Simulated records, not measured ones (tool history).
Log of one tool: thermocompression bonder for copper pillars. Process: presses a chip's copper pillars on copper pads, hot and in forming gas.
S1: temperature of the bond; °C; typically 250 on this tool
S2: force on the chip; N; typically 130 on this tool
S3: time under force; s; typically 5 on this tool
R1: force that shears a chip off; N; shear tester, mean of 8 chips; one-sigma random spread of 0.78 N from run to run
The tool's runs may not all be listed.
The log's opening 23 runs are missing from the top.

| run | hour | S1 | S2 | S3 | R1 |
|---|---|---|---|---|---|
| 24 | 154.2 | 262 | 128 | 12 | 82.6 |
| 25 | 160.6 | 250 | 86 | 5 | 52.6 |
| 26 | 166.1 | 250 | 104 | 5 | 57.8 |
| 27 | 172.6 | 250 | 104 | 5 | 58.4 |
| 28 | 181.1 | 250 | 89 | 5 | 53.7 |
| 29 | 188.5 | 250 | 185 | 7 | 78.5 |
|  | 191.6 | heater calibrated with a thermocouple chip, once more |
| 30 | 197.5 | 278 | 106 | 3 | 63.0 |
| 31 | 205.2 | 230 | 130 | 5 | 44.6 |
| 32 | 208.9 | 279 | 160 | 3 | 74.3 |
| 33 | 213.0 | 269 | 96 | 3 | 52.5 |
| 34 | 217.2 | 263 | 105 | 3 | 52.6 |
| 35 | 224.8 | 263 | 169 | 3 | 66.7 |

Predict each of these 3 candidate next runs independently; none follows another, all start after run 35:
| A | 232.4 | 263 | 151 | 9 | ? |
| B | 232.4 | 227 | 88 | 6 | ? |
| C | 232.4 | 278 | 130 | 5 | ? |

| run | R1 |
|---|---|
| A | 78.3 |
| B | 34.1 |
| C | 74.8 |
With no hidden state in the tool, these same runs would have given:
| run | R1 |
|---|---|
| A | 81.6 |
| B | 35.4 |
| C | 77.8 |

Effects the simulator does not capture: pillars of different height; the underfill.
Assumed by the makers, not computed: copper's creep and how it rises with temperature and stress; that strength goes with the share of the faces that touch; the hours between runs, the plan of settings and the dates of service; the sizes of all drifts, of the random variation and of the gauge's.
